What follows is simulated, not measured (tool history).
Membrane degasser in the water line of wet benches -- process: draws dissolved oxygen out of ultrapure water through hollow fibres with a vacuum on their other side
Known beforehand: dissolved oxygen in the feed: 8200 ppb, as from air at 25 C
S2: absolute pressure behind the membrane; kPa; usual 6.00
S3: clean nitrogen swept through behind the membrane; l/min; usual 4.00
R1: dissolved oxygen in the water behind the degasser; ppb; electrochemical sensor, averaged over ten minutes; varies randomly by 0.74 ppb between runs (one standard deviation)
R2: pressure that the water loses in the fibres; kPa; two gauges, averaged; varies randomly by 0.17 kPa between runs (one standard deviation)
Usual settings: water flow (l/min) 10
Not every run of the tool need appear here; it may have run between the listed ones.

run 1 day=0.000 | water_flow_(l/min)=10 S2=6.00 S3=4.00 | R1=67.9 R2=27.69
run 2 day=1.229 | water_flow_(l/min)=10 S2=8.78 S3=4.00 | R1=84.6 R2=27.63
run 3 day=2.588 | water_flow_(l/min)=10 S2=6.00 S3=4.00 | R1=66.8 R2=27.69
run 4 day=4.467 | water_flow_(l/min)=10 S2=6.00 S3=4.00 | R1=68.3 R2=27.58
run 5 day=6.008 | water_flow_(l/min)=10 S2=6.00 S3=4.00 | R1=67.4 R2=27.70
run 6 day=7.017 | water_flow_(l/min)=10 S2=6.00 S3=4.00 | R1=67.8 R2=27.67
run 7 day=8.454 | water_flow_(l/min)=10 S2=6.00 S3=4.00 | R1=68.2 R2=27.88
run 8 day=10.417 | water_flow_(l/min)=10 S2=6.00 S3=4.00 | R1=66.5 R2=27.87
run 9 day=11.783 | water_flow_(l/min)=10 S2=6.00 S3=4.00 | R1=67.2 R2=27.56
run 10 day=13.083 | water_flow_(l/min)=10 S2=6.00 S3=4.00 | R1=67.7 R2=28.01
run 11 day=15.262 | water_flow_(l/min)=10 S2=6.00 S3=4.00 | R1=67.7 R2=27.74
run 12 day=16.496 | water_flow_(l/min)=10 S2=6.00 S3=4.00 | R1=67.5 R2=27.79
run 13 day=17.492 | water_flow_(l/min)=10 S2=6.00 S3=4.00 | R1=68.5 R2=27.48
run 14 day=19.050 | water_flow_(l/min)=10 S2=10.72 S3=4.00 | R1=96.7 R2=27.87
run 15 day=20.471 | water_flow_(l/min)=10 S2=3.83 S3=4.00 | R1=55.2 R2=27.48
run 16 day=22.296 | water_flow_(l/min)=10 S2=3.83 S3=4.00 | R1=55.4 R2=27.73
run 17 day=23.754 | water_flow_(l/min)=12 S2=6.00 S3=2.71 | R1=124.5 R2=33.37
run 18 day=25.104 | water_flow_(l/min)=12 S2=6.00 S3=2.71 | R1=125.4 R2=33.05
run 19 day=26.317 | water_flow_(l/min)=12 S2=6.00 S3=2.71 | R1=124.1 R2=33.29
run 20 day=27.212 | water_flow_(l/min)=10 S2=5.04 S3=2.60 | R1=68.3 R2=27.79
run 21 day=28.946 | water_flow_(l/min)=6 S2=3.72 S3=11.62 | R1=6.1 R2=16.78
run 22 day=30.654 | water_flow_(l/min)=10 S2=4.46 S3=4.00 | R1=58.8 R2=27.86
run 23 day=31.879 | water_flow_(l/min)=10 S2=4.46 S3=4.00 | R1=58.0 R2=27.74
run 24 day=32.996 | water_flow_(l/min)=10 S2=4.46 S3=4.00 | R1=57.9 R2=27.64
run 25 day=33.975 | water_flow_(l/min)=15 S2=12.46 S3=2.92 | R1=291.5 R2=41.64
run 26 day=36.046 | water_flow_(l/min)=6 S2=14.67 S3=3.15 | R1=61.4 R2=16.77
run 27 day=37.288 | water_flow_(l/min)=10 S2=5.95 S3=4.00 | R1=66.7 R2=27.70
run 28 day=38.933 | water_flow_(l/min)=10 S2=8.66 S3=2.48 | R1=104.8 R2=27.81
run 29 day=39.896 | water_flow_(l/min)=6 S2=6.00 S3=2.73 | R1=21.3 R2=16.58
run 30 day=41.017 | water_flow_(l/min)=8 S2=6.00 S3=6.89 | R1=28.7 R2=22.29
run 31 day=41.962 | water_flow_(l/min)=13 S2=6.00 S3=10.21 | R1=127.6 R2=36.05
run 32 day=43.704 | water_flow_(l/min)=9 S2=6.00 S3=4.64 | R1=47.7 R2=24.76

Consider 5 possible next runs. They are alternatives, not a sequence: every one starts from the tool as it was left by run 32. What does each give?
run A day=45.088 | water_flow_(l/min)=9 S2=3.90 S3=1.79 | R1=? R2=?
run B day=45.088 | water_flow_(l/min)=10 S2=4.70 S3=2.52 | R1=? R2=?
run C day=45.088 | water_flow_(l/min)=10 S2=6.73 S3=4.00 | R1=? R2=?
run D day=45.088 | water_flow_(l/min)=10 S2=6.00 S3=1.73 | R1=? R2=?
run E day=45.088 | water_flow_(l/min)=10 S2=6.33 S3=6.81 | R1=? R2=?

run=A R1=42.7 R2=24.73
run=B R1=64.8 R2=27.70
run=C R1=72.6 R2=27.67
run=D R1=91.1 R2=27.43
run=E R1=63.7 R2=27.79
Had the tool no hidden state, the same runs would have come out as:
run=A R1=42.6 R2=24.72
run=B R1=64.8 R2=27.70
run=C R1=72.6 R2=27.66
run=D R1=91.0 R2=27.42
run=E R1=63.7 R2=27.78
